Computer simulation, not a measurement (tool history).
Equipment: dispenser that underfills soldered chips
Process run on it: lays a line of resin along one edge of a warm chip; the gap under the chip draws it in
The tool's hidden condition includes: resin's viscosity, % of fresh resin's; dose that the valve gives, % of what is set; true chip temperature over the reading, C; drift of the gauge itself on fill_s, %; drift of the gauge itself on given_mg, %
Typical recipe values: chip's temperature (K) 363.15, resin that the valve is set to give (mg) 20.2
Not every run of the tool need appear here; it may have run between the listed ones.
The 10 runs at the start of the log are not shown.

run,hour,chip's temperature (K),resin that the valve is set to give (mg),hours of work since the syringe was changed,hours of work since the valve was cleaned,hours of work since the stage was calibrated,time until the resin shows at the far edge (s),resin that the valve gave (mg)
# hour 62.6: new syringe of resin
11,68.2,363.15,20.2,4,30,269,501.1,19.92
12,73.8,363.15,23.4,7,33,273,630.8,23.14
# hour 74.8: new syringe of resin
13,81.2,363.15,20.2,4,38,277,529.3,19.94
# hour 87.2: new syringe of resin
14,88.2,363.15,20.2,1,43,282,440.2,19.80
15,96.8,377.15,20.2,6,48,287,333.4,19.70
# hour 99.6: new syringe of resin
16,105.4,377.15,20.2,4,54,293,284.4,19.58
17,111.4,371.15,20.2,8,58,297,469.5,19.70
# hour 112.6: new syringe of resin
18,117.1,371.15,19.0,3,61,300,367.7,18.47
# hour 124.8: new syringe of resin
19,126.2,373.15,25.6,1,67,306,278.0,24.82
20,134.6,373.15,25.6,6,73,312,395.8,24.63
# hour 137.0: new syringe of resin
21,140.4,362.15,22.3,2,77,316,507.5,21.51
22,147.2,349.15,22.2,7,81,320,1211.0,21.39
# hour 149.4: new syringe of resin
23,153.2,349.15,22.2,3,85,324,975.9,21.31
24,158.5,369.15,26.1,6,88,327,470.8,24.94
# hour 161.9: new syringe of resin
25,162.9,351.15,24.7,1,91,330,779.8,23.65
26,166.9,351.15,24.7,3,94,333,917.6,23.58
27,172.4,363.15,17.2,7,97,336,694.9,16.41
# hour 174.3: new syringe of resin
28,181.2,363.15,17.2,5,103,342,593.2,16.31
# hour 186.9: new syringe of resin
29,189.7,378.15,20.2,2,109,348,247.0,19.08
30,194.6,378.15,20.2,5,112,351,298.1,19.10
31,198.5,349.15,20.2,8,114,353,1314.3,19.13

4 options for the next run, each taken on its own from the tool as it stands now. Forecast them:
# hour 199.4: new syringe of resin
A,206.4,358.15,18.4,5,119,358,?,?
# hour 199.4: new syringe of resin
B,206.4,376.15,20.2,5,119,358,?,?
# hour 199.4: new syringe of resin
C,206.4,369.15,24.8,5,119,358,?,?
# hour 199.4: new syringe of resin
D,206.4,369.15,26.0,5,119,358,?,?

run,time until the resin shows at the far edge (s),resin that the valve gave (mg)
A,745.0,17.42
B,327.9,19.14
C,430.6,23.30
D,425.6,24.68
Without the tool's hidden state the same runs would have given:
run,time until the resin shows at the far edge (s),resin that the valve gave (mg)
A,490.0,18.48
B,219.1,20.30
C,288.6,24.72
D,285.6,26.18

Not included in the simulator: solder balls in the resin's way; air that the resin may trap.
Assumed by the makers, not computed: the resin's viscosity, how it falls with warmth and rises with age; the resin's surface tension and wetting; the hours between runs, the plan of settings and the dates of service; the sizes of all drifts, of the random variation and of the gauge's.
